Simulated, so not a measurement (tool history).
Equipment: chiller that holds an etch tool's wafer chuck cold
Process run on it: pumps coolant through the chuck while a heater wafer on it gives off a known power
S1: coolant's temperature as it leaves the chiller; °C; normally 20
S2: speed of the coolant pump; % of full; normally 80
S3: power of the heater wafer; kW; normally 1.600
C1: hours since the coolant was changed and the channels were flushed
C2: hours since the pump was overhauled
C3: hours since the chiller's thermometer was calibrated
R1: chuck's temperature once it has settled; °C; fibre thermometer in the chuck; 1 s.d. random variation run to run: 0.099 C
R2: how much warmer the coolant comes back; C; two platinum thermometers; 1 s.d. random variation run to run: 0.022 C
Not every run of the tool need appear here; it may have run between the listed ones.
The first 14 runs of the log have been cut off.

run	hour	S1	S2	S3	C1	C2	C3	R1	R2
15	528.5	20	82	1.600	1616	1616	1240	30.22	3.48
16	565.5	11	82	1.600	1653	1653	1277	21.02	3.43
17	591.3	11	82	1.600	1679	1679	1303	21.11	3.44
18	621.1	19	94	1.285	1709	1709	1332	26.33	2.38
19	657.1	19	94	1.285	1745	1745	1368	26.27	2.35
20	704.9	19	69	1.183	1793	1793	1416	27.67	2.98
21	743.8	13	62	2.205	1831	1831	1455	30.90	6.38
22	783.8	18	68	1.895	1871	1871	1495	32.24	4.95
23	831.5	27	79	0.967	1919	1919	1543	33.27	2.14
24	869.1	20	80	0.902	1957	1957	1580	25.84	1.95
25	898.2	12	64	1.095	1986	1986	1609	20.63	2.96
26	947.7	10	90	0.987	2035	2035	1659	15.78	1.85
27	993.7	10	90	0.987	2081	2081	1705	15.70	1.80
28	1042.0	10	90	0.987	2130	2130	1753	15.69	1.86
29	1092.5	18	80	1.013	2180	2180	1804	24.61	2.15
30	1140.7	12	74	1.310	2228	2228	1852	21.12	3.07
31	1188.1	12	74	1.310	2276	2276	1899	21.15	3.00

Forecast each of these 4 alternatives for the next run:
# hour 1196.4: gauge calibrated
A	1210.2	20	90	1.600	2298	2298	1921	?	?
# hour 1196.4: gauge calibrated
B	1210.2	27	76	1.552	2298	2298	1921	?	?
# hour 1196.4: gauge calibrated
C	1210.2	12	80	1.579	2298	2298	1921	?	?
# hour 1196.4: gauge calibrated
D	1210.2	17	66	1.387	2298	2298	1921	?	?

run	R1	R2
A	29.43	3.15
B	37.53	3.68
C	22.13	3.57
D	27.68	3.79
Take away the tool's hidden state, keep each run's random variation, and the runs would have read:
run	R1	R2
A	29.41	3.15
B	37.51	3.68
C	22.11	3.57
D	27.65	3.79

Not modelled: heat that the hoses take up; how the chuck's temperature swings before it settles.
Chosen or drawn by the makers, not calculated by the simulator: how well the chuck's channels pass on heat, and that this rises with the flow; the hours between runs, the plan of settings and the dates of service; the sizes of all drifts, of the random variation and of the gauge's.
